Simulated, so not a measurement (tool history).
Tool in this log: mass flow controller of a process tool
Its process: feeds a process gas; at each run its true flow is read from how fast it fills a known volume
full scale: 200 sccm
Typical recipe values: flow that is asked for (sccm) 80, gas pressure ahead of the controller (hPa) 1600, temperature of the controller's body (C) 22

| run | hour | flow that is asked for (sccm) | gas pressure ahead of the controller (hPa) | temperature of the controller's body (C) | true flow (%) |
|---|---|---|---|---|---|
| 1 | 0.0 | 80 | 1600 | 22 | 99.19 |
| 2 | 141.9 | 80 | 1600 | 22 | 99.20 |
| 3 | 242.1 | 80 | 1600 | 22 | 99.20 |
| 4 | 318.9 | 80 | 1600 | 22 | 99.20 |
| 5 | 440.0 | 80 | 1600 | 31 | 98.10 |
| 6 | 538.1 | 80 | 1430 | 22 | 99.22 |
| 7 | 648.2 | 80 | 1600 | 22 | 99.22 |
| 8 | 759.4 | 80 | 2560 | 22 | 98.95 |
| 9 | 885.3 | 80 | 1910 | 22 | 99.06 |
| 10 | 998.0 | 80 | 1600 | 22 | 99.10 |
| 11 | 1123.8 | 80 | 1600 | 22 | 99.15 |
| 12 | 1257.8 | 80 | 1600 | 22 | 99.12 |
| 13 | 1372.5 | 70 | 1600 | 22 | 99.08 |
| 14 | 1471.6 | 70 | 1600 | 22 | 99.01 |
| 15 | 1584.4 | 70 | 1600 | 22 | 99.04 |
| 16 | 1697.0 | 70 | 1600 | 22 | 98.99 |
| 17 | 1762.4 | 70 | 1600 | 22 | 99.12 |
| 18 | 1846.5 | 70 | 1600 | 22 | 99.25 |
| 19 | 1919.1 | 80 | 2450 | 22 | 98.85 |
| 20 | 1997.2 | 80 | 2450 | 22 | 98.97 |
| 21 | 2101.0 | 80 | 2450 | 22 | 98.90 |
| 22 | 2170.8 | 106 | 1680 | 37 | 97.76 |
| 23 | 2267.5 | 106 | 1680 | 37 | 97.60 |
| 24 | 2326.0 | 106 | 2050 | 26 | 98.86 |
| 25 | 2425.0 | 80 | 1980 | 28 | 98.26 |
| 26 | 2565.2 | 46 | 2420 | 26 | 98.12 |
| 27 | 2707.7 | 46 | 2420 | 26 | 98.08 |
| 28 | 2770.4 | 35 | 1740 | 22 | 98.62 |
| 29 | 2837.2 | 134 | 1520 | 22 | 99.81 |
| 30 | 2908.7 | 134 | 1520 | 22 | 99.74 |
| 31 | 2975.1 | 37 | 2420 | 23 | 98.41 |
| 32 | 3070.8 | 80 | 1600 | 22 | 99.15 |
| 33 | 3155.2 | 151 | 1600 | 27 | 99.34 |
| 34 | 3213.6 | 80 | 1990 | 37 | 97.42 |
| 35 | 3323.3 | 45 | 1600 | 22 | 98.76 |
| 36 | 3445.6 | 24 | 1600 | 32 | 97.31 |
| 37 | 3547.4 | 33 | 1600 | 22 | 98.59 |
| 38 | 3651.6 | 192 | 1450 | 22 | 100.42 |
| 39 | 3721.7 | 192 | 1450 | 35 | 98.95 |
| 40 | 3836.4 | 138 | 1600 | 25 | 99.53 |
| 41 | 3973.7 | 80 | 2300 | 36 | 97.31 |
| 42 | 4093.9 | 80 | 2300 | 36 | 97.45 |

Here are 5 independent what-if runs from the current tool condition. What would each one return?
| A | 4219.5 | 108 | 2300 | 33 | ? |
| B | 4219.5 | 106 | 1600 | 22 | ? |
| C | 4219.5 | 27 | 1730 | 33 | ? |
| D | 4219.5 | 52 | 2300 | 36 | ? |
| E | 4219.5 | 75 | 2300 | 36 | ? |

| run | true flow (%) |
|---|---|
| A | 97.94 |
| B | 99.43 |
| C | 97.35 |
| D | 97.12 |
| E | 97.25 |
The same runs, with their run-to-run variation unchanged, on a tool lacking any hidden condition would have given:
| run | true flow (%) |
|---|---|
| A | 97.95 |
| B | 99.44 |
| C | 97.39 |
| D | 97.14 |
| E | 97.27 |
